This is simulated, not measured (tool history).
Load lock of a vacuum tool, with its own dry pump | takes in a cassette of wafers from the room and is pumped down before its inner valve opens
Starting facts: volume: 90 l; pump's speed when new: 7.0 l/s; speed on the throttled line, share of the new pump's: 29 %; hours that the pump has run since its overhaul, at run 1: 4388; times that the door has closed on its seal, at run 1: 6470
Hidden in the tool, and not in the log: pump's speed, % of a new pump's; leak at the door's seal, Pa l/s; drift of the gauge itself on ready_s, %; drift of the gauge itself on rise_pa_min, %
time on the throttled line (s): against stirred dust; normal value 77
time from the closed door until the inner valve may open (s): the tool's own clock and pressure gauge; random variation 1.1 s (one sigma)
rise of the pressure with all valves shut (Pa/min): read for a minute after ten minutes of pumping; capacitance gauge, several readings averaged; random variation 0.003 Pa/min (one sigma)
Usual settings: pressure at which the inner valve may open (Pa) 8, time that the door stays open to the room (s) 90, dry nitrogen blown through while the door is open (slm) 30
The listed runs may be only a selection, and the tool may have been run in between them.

run    hour  time on the throttled line (s)  pressure at which the inner valve may open (Pa)  time that the door stays open to the room (s)  dry nitrogen blown through while the door is open (slm)  hours that the pump has run since its overhaul  times that the door has closed on its seal  incoming humidity of the room's air, %  time from the closed door until the inner valve may open (s)  rise of the pressure with all valves shut (Pa/min)
  1     0.0                              77                                                8                                             90                                                       30                                            4388                                        6470                                    46.2                                                         179.6                                               0.013
  2    84.4                              77                                                8                                             90                                                       30                                            4472                                        6644                                    44.4                                                         177.4                                               0.008
  3   154.1                              77                                                6                                             90                                                       30                                            4542                                        6788                                    45.5                                                         183.8                                               0.011
  4   203.0                              77                                                8                                             90                                                       30                                            4591                                        6888                                    45.0                                                         177.9                                               0.007
  5   286.8                              77                                               11                                             90                                                       30                                            4674                                        7061                                    43.3                                                         175.0                                               0.008
  6   368.6                              77                                               11                                             90                                                       30                                            4756                                        7230                                    46.0                                                         172.6                                               0.005
  7   445.6                              77                                               11                                             90                                                       30                                            4833                                        7389                                    45.6                                                         174.5                                               0.012
  8   535.2                              77                                                8                                             90                                                       30                                            4923                                        7573                                    48.5                                                         179.4                                               0.016
  9   588.5                             152                                                9                                             90                                                       30                                            4976                                        7683                                    43.6                                                         230.7                                               0.014
 10   655.0                             152                                                9                                             90                                                       30                                            5042                                        7820                                    45.2                                                         228.6                                               0.011
 11   704.6                              77                                               14                                             90                                                       13                                            5092                                        7922                                    45.6                                                         168.8                                               0.018
 12   771.6                              77                                               14                                             90                                                       13                                            5159                                        8061                                    46.2                                                         170.8                                               0.017
 13   846.3                             132                                               14                                             90                                                       13                                            5234                                        8215                                    46.0                                                         212.1                                               0.018
 14   923.7                             114                                                9                                             90                                                       13                                            5311                                        8374                                    45.7                                                         203.6                                               0.016
 15   982.6                             129                                                7                                             90                                                        4                                            5370                                        8495                                    46.2                                                         217.7                                               0.023
 16  1031.9                              98                                               11                                             90                                                       30                                            5419                                        8597                                    44.3                                                         190.2                                               0.005

Alternative continuations, all from the tool just after run 16; predict every row:
  A  1105.7                              46                                               11                                             39                                                       30                                            5493                                        8749                                    46.5                                                             ?                                                   ?
  B  1105.7                              98                                               11                                            176                                                       30                                            5493                                        8749                                    48.2                                                             ?                                                   ?
  C  1105.7                              73                                               11                                             90                                                       30                                            5493                                        8749                                    43.0                                                             ?                                                   ?
  D  1105.7                              98                                                8                                             62                                                        7                                            5493                                        8749                                    44.0                                                             ?                                                   ?

run  time from the closed door until the inner valve may open (s)  rise of the pressure with all valves shut (Pa/min)
  A                                                         151.4                                               0.007
  B                                                         189.0                                               0.012
  C                                                         172.3                                               0.014
  D                                                         192.3                                               0.017
With the hidden condition removed and each run's random variation left untouched, the same runs would have given:
run  time from the closed door until the inner valve may open (s)  rise of the pressure with all valves shut (Pa/min)
  A                                                         151.4                                               0.007
  B                                                         189.0                                               0.012
  C                                                         172.3                                               0.013
  D                                                         192.3                                               0.017
